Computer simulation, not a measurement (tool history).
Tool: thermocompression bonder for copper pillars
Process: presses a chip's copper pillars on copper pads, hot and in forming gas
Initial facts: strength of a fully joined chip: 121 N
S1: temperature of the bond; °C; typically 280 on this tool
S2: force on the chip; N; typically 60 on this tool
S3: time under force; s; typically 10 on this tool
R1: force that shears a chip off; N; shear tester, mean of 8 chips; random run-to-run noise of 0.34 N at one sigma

run,day,S1,S2,S3,R1
1,0,280,60,10,51.6
2,0.817,280,60,10,51.8
3,1.65,280,60,10,52.3
4,2.638,280,60,10,51.5
5,3.733,280,60,10,52.1
6,4.267,280,60,7,45
7,4.95,280,60,7,45.3
8,5.892,280,42,7,30.3
9,6.496,280,63,10,54.3
10,7.058,280,63,10,54.2
11,7.879,280,63,10,54.6
12,8.654,284,60,8,49.3
13,9.188,284,77,8,62.7
14,9.988,286,77,11,70.7
15,11.042,291,60,15,65.9
16,11.642,304,38,10,40.3
17,12.129,304,42,10,44.7
18,12.938,300,36,11,37.7
19,13.558,280,66,10,57.5
20,14.05,280,60,5,39.7
21,14.542,306,60,8,59.7

Alternative continuations, all from the tool just after run 21; predict every row:
A,15.596,306,87,8,?
B,15.596,306,60,10,?
C,15.596,306,60,10,?
D,15.596,268,44,18,?
E,15.596,268,41,8,?

run,R1
A,82.3
B,64
C,64.9
D,42
E,27.4
Take away the tool's hidden state, keep each run's random variation, and the runs would have read:
run,R1
A,82.3
B,64
C,65
D,42
E,27.4
